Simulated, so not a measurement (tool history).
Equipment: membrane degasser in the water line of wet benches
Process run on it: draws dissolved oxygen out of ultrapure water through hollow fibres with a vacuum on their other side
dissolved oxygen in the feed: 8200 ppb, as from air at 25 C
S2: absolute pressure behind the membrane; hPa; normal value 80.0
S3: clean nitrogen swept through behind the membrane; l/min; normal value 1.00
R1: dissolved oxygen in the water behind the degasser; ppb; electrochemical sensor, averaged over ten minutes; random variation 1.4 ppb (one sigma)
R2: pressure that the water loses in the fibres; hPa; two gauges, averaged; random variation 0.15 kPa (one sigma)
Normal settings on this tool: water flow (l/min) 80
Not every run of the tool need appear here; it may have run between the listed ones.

{"run": 1, "hour": 0.0, "water flow (l/min)": 80, "S2": 80.0, "S3": 1.0, "R1": 644.2, "R2": 319.7}
{"run": 2, "hour": 113.7, "water flow (l/min)": 80, "S2": 80.0, "S3": 1.0, "R1": 644.9, "R2": 315.6}
{"run": 3, "hour": 356.0, "water flow (l/min)": 80, "S2": 80.0, "S3": 1.0, "R1": 647.2, "R2": 318.2}
{"run": 4, "hour": 594.5, "water flow (l/min)": 80, "S2": 80.0, "S3": 1.0, "R1": 646.1, "R2": 319.2}
{"run": 5, "hour": 845.7, "water flow (l/min)": 80, "S2": 80.0, "S3": 1.0, "R1": 646.6, "R2": 318.9}
{"run": 6, "hour": 1092.0, "water flow (l/min)": 80, "S2": 80.0, "S3": 1.0, "R1": 644.8, "R2": 317.2}
{"run": 7, "hour": 1349.5, "water flow (l/min)": 80, "S2": 80.0, "S3": 0.65, "R1": 829.6, "R2": 319.2}
{"run": 8, "hour": 1576.9, "water flow (l/min)": 54, "S2": 80.0, "S3": 1.0, "R1": 477.8, "R2": 217.3}
{"run": 9, "hour": 1804.7, "water flow (l/min)": 54, "S2": 80.0, "S3": 1.0, "R1": 479.8, "R2": 213.3}
{"run": 10, "hour": 2039.2, "water flow (l/min)": 80, "S2": 66.0, "S3": 1.0, "R1": 481.5, "R2": 320.1}
{"run": 11, "hour": 2193.9, "water flow (l/min)": 80, "S2": 66.0, "S3": 1.0, "R1": 481.8, "R2": 321.0}
{"run": 12, "hour": 2380.7, "water flow (l/min)": 80, "S2": 48.7, "S3": 1.0, "R1": 266.4, "R2": 322.1}
{"run": 13, "hour": 2490.7, "water flow (l/min)": 80, "S2": 80.0, "S3": 1.0, "R1": 652.6, "R2": 320.9}
{"run": 14, "hour": 2602.7, "water flow (l/min)": 80, "S2": 80.0, "S3": 1.0, "R1": 653.0, "R2": 317.7}
{"run": 15, "hour": 2757.8, "water flow (l/min)": 80, "S2": 80.0, "S3": 1.0, "R1": 652.5, "R2": 323.4}
{"run": 16, "hour": 2985.8, "water flow (l/min)": 80, "S2": 80.0, "S3": 1.0, "R1": 652.0, "R2": 323.3}
{"run": 17, "hour": 3214.6, "water flow (l/min)": 80, "S2": 80.0, "S3": 1.0, "R1": 653.4, "R2": 319.0}
{"run": 18, "hour": 3322.1, "water flow (l/min)": 125, "S2": 49.0, "S3": 1.0, "R1": 446.7, "R2": 501.1}
{"run": 19, "hour": 3427.0, "water flow (l/min)": 65, "S2": 62.4, "S3": 1.0, "R1": 370.0, "R2": 262.3}
{"run": 20, "hour": 3587.1, "water flow (l/min)": 123, "S2": 62.4, "S3": 2.73, "R1": 400.3, "R2": 493.9}
{"run": 21, "hour": 3808.7, "water flow (l/min)": 48, "S2": 174.0, "S3": 0.66, "R1": 1548.0, "R2": 193.8}
{"run": 22, "hour": 3993.1, "water flow (l/min)": 48, "S2": 174.0, "S3": 1.91, "R1": 726.1, "R2": 192.5}
{"hour": 4040.8, "done": "vacuum gauge calibrated"}
{"run": 23, "hour": 4164.5, "water flow (l/min)": 48, "S2": 174.0, "S3": 1.91, "R1": 720.4, "R2": 192.8}
{"run": 24, "hour": 4312.5, "water flow (l/min)": 97, "S2": 164.1, "S3": 0.61, "R1": 2248.7, "R2": 391.6}
{"run": 25, "hour": 4448.9, "water flow (l/min)": 80, "S2": 117.2, "S3": 0.47, "R1": 1592.4, "R2": 322.7}
{"run": 26, "hour": 4654.6, "water flow (l/min)": 117, "S2": 83.8, "S3": 2.55, "R1": 552.7, "R2": 474.8}
{"run": 27, "hour": 4880.3, "water flow (l/min)": 83, "S2": 81.8, "S3": 1.0, "R1": 682.9, "R2": 339.2}
{"run": 28, "hour": 5113.8, "water flow (l/min)": 83, "S2": 81.8, "S3": 1.0, "R1": 681.6, "R2": 336.5}
{"run": 29, "hour": 5243.2, "water flow (l/min)": 70, "S2": 70.1, "S3": 1.52, "R1": 354.2, "R2": 286.3}
{"run": 30, "hour": 5473.7, "water flow (l/min)": 70, "S2": 146.6, "S3": 0.65, "R1": 1621.0, "R2": 284.4}
{"run": 31, "hour": 5629.8, "water flow (l/min)": 102, "S2": 53.2, "S3": 0.47, "R1": 551.5, "R2": 414.7}
{"run": 32, "hour": 5782.6, "water flow (l/min)": 102, "S2": 53.2, "S3": 0.47, "R1": 553.8, "R2": 418.3}
{"run": 33, "hour": 5958.8, "water flow (l/min)": 75, "S2": 144.5, "S3": 2.56, "R1": 677.3, "R2": 306.5}

Each row is a separate what-if for the run after 33, all from the same tool condition, not one after another. Results?
{"run": "A", "hour": 6181.1, "water flow (l/min)": 121, "S2": 133.7, "S3": 0.47, "R1": "?", "R2": "?"}
{"run": "B", "hour": 6181.1, "water flow (l/min)": 59, "S2": 80.0, "S3": 0.56, "R1": "?", "R2": "?"}
{"run": "C", "hour": 6181.1, "water flow (l/min)": 89, "S2": 80.0, "S3": 1.39, "R1": "?", "R2": "?"}

run=A R1=2267.5 R2=494.3
run=B R1=732.0 R2=242.0
run=C R1=575.1 R2=364.8
Without the tool's hidden state the same runs would have given:
run=A R1=2261.9 R2=471.9
run=B R1=730.7 R2=231.1
run=C R1=563.5 R2=348.4
